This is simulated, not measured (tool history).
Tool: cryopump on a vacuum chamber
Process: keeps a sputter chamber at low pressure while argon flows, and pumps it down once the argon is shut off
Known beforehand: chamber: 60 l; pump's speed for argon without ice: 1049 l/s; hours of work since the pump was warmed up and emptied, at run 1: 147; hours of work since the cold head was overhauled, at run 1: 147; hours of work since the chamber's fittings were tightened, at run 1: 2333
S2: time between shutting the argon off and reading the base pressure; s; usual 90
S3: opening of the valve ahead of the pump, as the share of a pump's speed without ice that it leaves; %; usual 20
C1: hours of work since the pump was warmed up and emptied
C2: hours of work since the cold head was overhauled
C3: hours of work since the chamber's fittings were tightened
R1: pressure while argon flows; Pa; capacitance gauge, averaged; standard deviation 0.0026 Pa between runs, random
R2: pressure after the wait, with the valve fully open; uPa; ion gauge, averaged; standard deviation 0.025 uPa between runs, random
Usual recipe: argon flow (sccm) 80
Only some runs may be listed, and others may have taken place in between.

{"run": 1, "day": 0.0, "argon flow (sccm)": 80, "S2": 90, "S3": 20, "C1": 147, "C2": 147, "C3": 2333, "R1": 0.6526, "R2": 2.97}
{"run": 2, "day": 0.421, "argon flow (sccm)": 80, "S2": 112, "S3": 20, "C1": 152, "C2": 152, "C3": 2338, "R1": 0.6511, "R2": 2.8}
{"run": 3, "day": 0.833, "argon flow (sccm)": 45, "S2": 112, "S3": 20, "C1": 157, "C2": 157, "C3": 2343, "R1": 0.368, "R2": 2.78}
{"run": 4, "day": 1.125, "argon flow (sccm)": 45, "S2": 112, "S3": 20, "C1": 160, "C2": 160, "C3": 2347, "R1": 0.3646, "R2": 2.86}
{"run": 5, "day": 1.446, "argon flow (sccm)": 80, "S2": 90, "S3": 20, "C1": 164, "C2": 164, "C3": 2350, "R1": 0.6477, "R2": 2.95}
{"run": 6, "day": 1.733, "argon flow (sccm)": 80, "S2": 90, "S3": 20, "C1": 167, "C2": 167, "C3": 2354, "R1": 0.6495, "R2": 2.99}
{"run": 7, "day": 2.1, "argon flow (sccm)": 80, "S2": 90, "S3": 20, "C1": 172, "C2": 172, "C3": 2358, "R1": 0.65, "R2": 3.05}
{"run": 8, "day": 2.662, "argon flow (sccm)": 80, "S2": 90, "S3": 20, "C1": 179, "C2": 179, "C3": 2365, "R1": 0.6493, "R2": 2.94}
{"run": 9, "day": 3.004, "argon flow (sccm)": 80, "S2": 90, "S3": 20, "C1": 183, "C2": 183, "C3": 2369, "R1": 0.653, "R2": 2.98}
{"run": 10, "day": 3.362, "argon flow (sccm)": 80, "S2": 90, "S3": 20, "C1": 187, "C2": 187, "C3": 2373, "R1": 0.6543, "R2": 2.94}
{"run": 11, "day": 3.654, "argon flow (sccm)": 80, "S2": 90, "S3": 20, "C1": 190, "C2": 190, "C3": 2377, "R1": 0.6538, "R2": 2.99}
{"run": 12, "day": 3.975, "argon flow (sccm)": 36, "S2": 52, "S3": 20, "C1": 194, "C2": 194, "C3": 2381, "R1": 0.2952, "R2": 3.63}
{"run": 13, "day": 4.421, "argon flow (sccm)": 136, "S2": 90, "S3": 58, "C1": 199, "C2": 199, "C3": 2386, "R1": 0.3911, "R2": 3.01}
{"run": 14, "day": 4.879, "argon flow (sccm)": 105, "S2": 112, "S3": 56, "C1": 205, "C2": 205, "C3": 2391, "R1": 0.3109, "R2": 2.84}
{"run": 15, "day": 5.4, "argon flow (sccm)": 44, "S2": 90, "S3": 20, "C1": 211, "C2": 211, "C3": 2397, "R1": 0.3582, "R2": 2.97}
{"run": 16, "day": 5.871, "argon flow (sccm)": 63, "S2": 167, "S3": 18, "C1": 217, "C2": 217, "C3": 2403, "R1": 0.5709, "R2": 2.68}
{"run": 17, "day": 6.217, "argon flow (sccm)": 35, "S2": 31, "S3": 18, "C1": 221, "C2": 221, "C3": 2407, "R1": 0.3152, "R2": 4.51}
{"run": 18, "day": 6.808, "argon flow (sccm)": 80, "S2": 131, "S3": 20, "C1": 228, "C2": 228, "C3": 2414, "R1": 0.6481, "R2": 2.75}
{"run": 19, "day": 7.404, "argon flow (sccm)": 80, "S2": 131, "S3": 20, "C1": 235, "C2": 235, "C3": 2421, "R1": 0.6532, "R2": 2.84}

Here are 5 independent what-if runs from the current tool condition. What would each one return?
{"run": "A", "day": 7.925, "argon flow (sccm)": 53, "S2": 131, "S3": 20, "C1": 241, "C2": 241, "C3": 2428, "R1": "?", "R2": "?"}
{"run": "B", "day": 7.925, "argon flow (sccm)": 49, "S2": 63, "S3": 57, "C1": 241, "C2": 241, "C3": 2428, "R1": "?", "R2": "?"}
{"run": "C", "day": 7.925, "argon flow (sccm)": 54, "S2": 183, "S3": 20, "C1": 241, "C2": 241, "C3": 2428, "R1": "?", "R2": "?"}
{"run": "D", "day": 7.925, "argon flow (sccm)": 38, "S2": 24, "S3": 31, "C1": 241, "C2": 241, "C3": 2428, "R1": "?", "R2": "?"}
{"run": "E", "day": 7.925, "argon flow (sccm)": 55, "S2": 194, "S3": 52, "C1": 241, "C2": 241, "C3": 2428, "R1": "?", "R2": "?"}

run=A R1=0.4296 R2=2.81
run=B R1=0.1440 R2=3.51
run=C R1=0.4421 R2=2.65
run=D R1=0.2026 R2=5.02
run=E R1=0.1769 R2=2.62
The same runs, with their run-to-run variation unchanged, on a tool lacking any hidden condition would have given:
run=A R1=0.4237 R2=0.78
run=B R1=0.1385 R2=1.41
run=C R1=0.4359 R2=0.64
run=D R1=0.1983 R2=3.01
run=E R1=0.1707 R2=0.63
